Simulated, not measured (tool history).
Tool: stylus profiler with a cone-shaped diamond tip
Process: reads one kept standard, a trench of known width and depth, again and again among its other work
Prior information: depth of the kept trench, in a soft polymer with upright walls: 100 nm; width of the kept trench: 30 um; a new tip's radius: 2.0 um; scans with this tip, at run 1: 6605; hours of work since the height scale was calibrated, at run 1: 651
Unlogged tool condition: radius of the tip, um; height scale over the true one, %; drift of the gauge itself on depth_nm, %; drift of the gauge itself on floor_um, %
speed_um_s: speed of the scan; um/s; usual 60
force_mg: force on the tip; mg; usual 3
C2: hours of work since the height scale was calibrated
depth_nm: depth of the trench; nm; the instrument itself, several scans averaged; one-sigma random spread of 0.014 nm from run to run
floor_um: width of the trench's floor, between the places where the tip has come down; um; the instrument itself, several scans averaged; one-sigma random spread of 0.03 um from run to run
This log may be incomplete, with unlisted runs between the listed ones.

run 1 day=0 | speed_um_s=60 force_mg=3 | scans_with_this_tip=6605 C2=651 | depth_nm=101.22 floor_um=28.63
run 2 day=0.833 | speed_um_s=60 force_mg=3 | scans_with_this_tip=6726 C2=663 | depth_nm=101.23 floor_um=28.62
run 3 day=1.375 | speed_um_s=60 force_mg=8 | scans_with_this_tip=6804 C2=671 | depth_nm=102.35 floor_um=28.64
run 4 day=1.838 | speed_um_s=60 force_mg=8 | scans_with_this_tip=6870 C2=677 | depth_nm=102.35 floor_um=28.63
run 5 day=2.325 | speed_um_s=60 force_mg=3.19 | scans_with_this_tip=6941 C2=684 | depth_nm=101.28 floor_um=28.59
run 6 day=2.838 | speed_um_s=60 force_mg=3 | scans_with_this_tip=7015 C2=692 | depth_nm=101.23 floor_um=28.68
run 7 day=3.646 | speed_um_s=60 force_mg=3 | scans_with_this_tip=7132 C2=703 | depth_nm=101.18 floor_um=28.63
run 8 day=4.338 | speed_um_s=60 force_mg=3 | scans_with_this_tip=7232 C2=713 | depth_nm=101.24 floor_um=28.63
run 9 day=4.792 | speed_um_s=60 force_mg=3 | scans_with_this_tip=7297 C2=720 | depth_nm=101.2 floor_um=28.6
run 10 day=5.554 | speed_um_s=60 force_mg=3.37 | scans_with_this_tip=7407 C2=730 | depth_nm=101.32 floor_um=28.62
run 11 day=6.167 | speed_um_s=60 force_mg=3.37 | scans_with_this_tip=7495 C2=739 | depth_nm=101.33 floor_um=28.64
run 12 day=7.1 | speed_um_s=60 force_mg=3 | scans_with_this_tip=7630 C2=752 | depth_nm=101.22 floor_um=28.63
run 13 day=7.729 | speed_um_s=70 force_mg=1.23 | scans_with_this_tip=7721 C2=761 | depth_nm=100.68 floor_um=28.53
run 14 day=8.429 | speed_um_s=222 force_mg=1.2 | scans_with_this_tip=7822 C2=771 | depth_nm=100.67 floor_um=28.08
run 15 day=9.121 | speed_um_s=16 force_mg=6.99 | scans_with_this_tip=7922 C2=781 | depth_nm=102.16 floor_um=28.72
run 16 day=9.7 | speed_um_s=28 force_mg=4.03 | scans_with_this_tip=8006 C2=789 | depth_nm=101.49 floor_um=28.66
run 17 day=10.592 | speed_um_s=28 force_mg=4.03 | scans_with_this_tip=8134 C2=802 | depth_nm=101.49 floor_um=28.64
run 18 day=10.988 | speed_um_s=28 force_mg=4.03 | scans_with_this_tip=8191 C2=808 | depth_nm=101.49 floor_um=28.69
run 19 day=11.696 | speed_um_s=28 force_mg=4.03 | scans_with_this_tip=8293 C2=818 | depth_nm=101.49 floor_um=28.76
run 20 day=12.429 | speed_um_s=15 force_mg=1.96 | scans_with_this_tip=8399 C2=828 | depth_nm=100.89 floor_um=28.64
run 21 day=13.162 | speed_um_s=15 force_mg=1.96 | scans_with_this_tip=8505 C2=839 | depth_nm=100.92 floor_um=28.72
run 22 day=13.95 | speed_um_s=107 force_mg=5.32 | scans_with_this_tip=8619 C2=850 | depth_nm=101.81 floor_um=28.58
run 23 day=14.679 | speed_um_s=95 force_mg=2.08 | scans_with_this_tip=8724 C2=860 | depth_nm=100.97 floor_um=28.54

Forecast each of these 5 alternatives for the next run:
run A day=15.338 | speed_um_s=65 force_mg=5.15 | scans_with_this_tip=8819 C2=870 | depth_nm=? floor_um=?
run B day=15.338 | speed_um_s=61 force_mg=6.95 | scans_with_this_tip=8819 C2=870 | depth_nm=? floor_um=?
run C day=15.338 | speed_um_s=124 force_mg=1.07 | scans_with_this_tip=8819 C2=870 | depth_nm=? floor_um=?
run D day=15.338 | speed_um_s=186 force_mg=2.08 | scans_with_this_tip=8819 C2=870 | depth_nm=? floor_um=?
run E day=15.338 | speed_um_s=104 force_mg=6.13 | scans_with_this_tip=8819 C2=870 | depth_nm=? floor_um=?

run=A depth_nm=101.76 floor_um=28.63
run=B depth_nm=102.14 floor_um=28.65
run=C depth_nm=100.63 floor_um=28.37
run=D depth_nm=100.95 floor_um=28.32
run=E depth_nm=101.98 floor_um=28.59
Without the tool's unlogged condition, the same runs would have read:
run=A depth_nm=101.75 floor_um=28.65
run=B depth_nm=102.14 floor_um=28.66
run=C depth_nm=100.63 floor_um=28.38
run=D depth_nm=100.95 floor_um=28.33
run=E depth_nm=101.98 floor_um=28.61
